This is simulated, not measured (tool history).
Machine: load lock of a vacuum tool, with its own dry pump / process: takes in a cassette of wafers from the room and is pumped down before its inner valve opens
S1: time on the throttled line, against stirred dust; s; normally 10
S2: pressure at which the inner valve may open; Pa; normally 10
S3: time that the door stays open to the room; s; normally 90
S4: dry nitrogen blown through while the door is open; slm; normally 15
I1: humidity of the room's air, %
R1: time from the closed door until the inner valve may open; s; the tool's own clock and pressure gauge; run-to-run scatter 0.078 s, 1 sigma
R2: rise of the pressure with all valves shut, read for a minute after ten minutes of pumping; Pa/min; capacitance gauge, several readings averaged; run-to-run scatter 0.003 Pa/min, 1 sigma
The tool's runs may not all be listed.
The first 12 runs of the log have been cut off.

Run 13, day 230.633: usual settings but S4 18 slm; I1 46.2. Result: R1 21.72 s, R2 0.432 Pa/min.
At day 248.821: dry pump taken out, an overhauled one fitted.
Run 14, day 253.750: usual settings but S4 18 slm; I1 46.8. Result: R1 20.19 s, R2 0.476 Pa/min.
Run 15, day 266.221: usual settings but S4 18 slm; I1 42.0. Result: R1 20.23 s, R2 0.464 Pa/min.
Run 16, day 284.175: usual settings; I1 45.8. Result: R1 20.26 s, R2 0.493 Pa/min.
Run 17, day 298.183: usual settings; I1 42.5. Result: R1 20.30 s, R2 0.516 Pa/min.
Run 18, day 321.921: usual settings; I1 45.9. Result: R1 20.41 s, R2 0.525 Pa/min.
Run 19, day 346.171: usual settings; I1 45.9. Result: R1 20.73 s, R2 0.549 Pa/min.
Run 20, day 371.404: usual settings; I1 44.4. Result: R1 20.42 s, R2 0.597 Pa/min.
At day 384.442: door's seal changed, seat wiped.
Run 21, day 389.792: usual settings but S1 9 s, S3 69 s; I1 45.4. Result: R1 19.62 s, R2 0.038 Pa/min.
Run 22, day 405.971: usual settings but S3 189 s; I1 42.8. Result: R1 20.50 s, R2 0.083 Pa/min.
Run 23, day 421.079: usual settings but S1 14 s, S3 55 s; I1 45.3. Result: R1 23.58 s, R2 0.045 Pa/min.
Run 24, day 433.479: usual settings but S1 12 s, S3 72 s, S4 5 slm; I1 45.8. Result: R1 22.26 s, R2 0.075 Pa/min.
Run 25, day 458.375: usual settings but S1 12 s, S3 72 s, S4 5 slm; I1 46.3. Result: R1 22.22 s, R2 0.069 Pa/min.
Run 26, day 481.908: usual settings but S2 11 Pa; I1 46.8. Result: R1 20.60 s, R2 0.070 Pa/min.
Run 27, day 498.738: usual settings but S1 17 s, S2 15 Pa, S3 101 s, S4 6 slm; I1 47.0. Result: R1 25.62 s, R2 0.104 Pa/min.
Run 28, day 511.512: usual settings but S1 17 s, S2 15 Pa, S3 101 s, S4 6 slm; I1 46.5. Result: R1 25.46 s, R2 0.104 Pa/min.
Run 29, day 531.729: usual settings but S1 17 s, S3 97 s, S4 10 slm; I1 45.6. Result: R1 26.22 s, R2 0.102 Pa/min.
Run 30, day 547.738: usual settings but S2 17 Pa, S3 181 s; I1 46.1. Result: R1 20.15 s, R2 0.123 Pa/min.
Run 31, day 573.821: usual settings but S2 15 Pa; I1 43.3. Result: R1 20.47 s, R2 0.102 Pa/min.
Run 32, day 590.333: usual settings but S2 15 Pa; I1 43.9. Result: R1 20.42 s, R2 0.109 Pa/min.
Run 33, day 604.317: usual settings but S2 15 Pa; I1 47.4. Result: R1 20.52 s, R2 0.112 Pa/min.
Run 34, day 620.104: usual settings but S2 15 Pa; I1 42.1. Result: R1 20.47 s, R2 0.119 Pa/min.
Run 35, day 641.175: usual settings but S1 13 s; I1 44.5. Result: R1 23.54 s, R2 0.142 Pa/min.
Run 36, day 666.900: usual settings but S1 12 s, S2 7 Pa, S3 54 s; I1 44.3. Result: R1 23.29 s, R2 0.138 Pa/min.
Run 37, day 679.596: usual settings but S1 18 s, S2 18 Pa, S3 38 s, S4 24 slm; I1 47.7. Result: R1 26.52 s, R2 0.135 Pa/min.

Alternative continuations, all from the tool just after run 37; predict every row:
Run A, day 702.221: usual settings but S1 18 s, S3 54 s, S4 4 slm; I1 44.6. Result: R1 ?, R2 ?.
Run B, day 702.221: usual settings but S3 41 s, S4 24 slm; I1 39.4. Result: R1 ?, R2 ?.
Run C, day 702.221: usual settings but S4 9 slm; I1 42.3. Result: R1 ?, R2 ?.

run     R1     R2
  A  27.43  0.172
  B  21.38  0.142
  C  21.42  0.177
Stripped of hidden state, with their random variation kept, the same runs would have yielded:
run     R1     R2
  A  26.40  0.052
  B  20.16  0.023
  C  20.20  0.055

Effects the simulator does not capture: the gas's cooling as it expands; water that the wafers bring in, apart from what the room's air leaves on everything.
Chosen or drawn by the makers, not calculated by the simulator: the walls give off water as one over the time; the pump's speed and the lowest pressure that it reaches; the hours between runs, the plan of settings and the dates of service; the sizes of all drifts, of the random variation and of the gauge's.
